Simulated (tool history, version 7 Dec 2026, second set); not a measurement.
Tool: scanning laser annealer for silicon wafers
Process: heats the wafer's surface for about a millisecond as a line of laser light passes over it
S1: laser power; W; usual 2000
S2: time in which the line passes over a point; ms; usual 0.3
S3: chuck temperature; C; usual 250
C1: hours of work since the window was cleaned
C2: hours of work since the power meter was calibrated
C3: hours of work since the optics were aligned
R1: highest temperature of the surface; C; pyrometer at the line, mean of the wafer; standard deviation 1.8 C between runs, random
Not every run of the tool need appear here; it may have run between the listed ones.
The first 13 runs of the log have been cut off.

-- hour=89.7 laser's power meter calibrated
run 14 hour=98.5 | S1=2000 S2=0.3 S3=266 | C1=246 C2=4 C3=1336 | R1=1064
run 15 hour=103.7 | S1=2000 S2=0.3 S3=266 | C1=248 C2=7 C3=1339 | R1=1066
run 16 hour=108.4 | S1=2000 S2=0.3 S3=266 | C1=251 C2=9 C3=1341 | R1=1066
run 17 hour=113.1 | S1=2000 S2=0.3 S3=250 | C1=253 C2=11 C3=1344 | R1=1049
run 18 hour=120.8 | S1=2000 S2=0.3 S3=250 | C1=257 C2=15 C3=1347 | R1=1050
run 19 hour=129.3 | S1=1797 S2=0.3 S3=234 | C1=261 C2=19 C3=1352 | R1=954
-- hour=134 laser's power meter calibrated, once more
run 20 hour=136.7 | S1=2000 S2=0.217 S3=233 | C1=263 C2=1 C3=1354 | R1=919
run 21 hour=144 | S1=2000 S2=0.217 S3=233 | C1=267 C2=5 C3=1357 | R1=916
run 22 hour=149.6 | S1=1909 S2=0.326 S3=211 | C1=269 C2=8 C3=1360 | R1=1007
run 23 hour=155.4 | S1=1909 S2=0.326 S3=211 | C1=272 C2=10 C3=1363 | R1=1004
run 24 hour=164.7 | S1=1862 S2=0.326 S3=223 | C1=277 C2=15 C3=1367 | R1=994
run 25 hour=173 | S1=1825 S2=0.234 S3=250 | C1=281 C2=19 C3=1372 | R1=896
run 26 hour=182.6 | S1=1927 S2=0.217 S3=268 | C1=286 C2=24 C3=1376 | R1=928
run 27 hour=192 | S1=1927 S2=0.217 S3=268 | C1=290 C2=28 C3=1381 | R1=929
run 28 hour=200 | S1=1731 S2=0.244 S3=216 | C1=294 C2=32 C3=1385 | R1=843
run 29 hour=209.3 | S1=2000 S2=0.276 S3=250 | C1=299 C2=37 C3=1389 | R1=1017
run 30 hour=219 | S1=1897 S2=0.246 S3=236 | C1=303 C2=42 C3=1394 | R1=923
run 31 hour=226.5 | S1=1897 S2=0.313 S3=236 | C1=307 C2=45 C3=1398 | R1=1008
run 32 hour=234.5 | S1=2183 S2=0.313 S3=275 | C1=311 C2=49 C3=1402 | R1=1168
run 33 hour=239.6 | S1=2050 S2=0.298 S3=273 | C1=313 C2=52 C3=1404 | R1=1090
run 34 hour=244.3 | S1=1899 S2=0.28 S3=225 | C1=316 C2=54 C3=1406 | R1=956

Run 35 comes next. What will it give?
run 35 hour=248.3 | S1=2000 S2=0.228 S3=250 | C1=318 C2=56 C3=1408 | R1=?

R1: 952 C
The same run, on a tool lacking any hidden state, would have yielded R1 970 C.
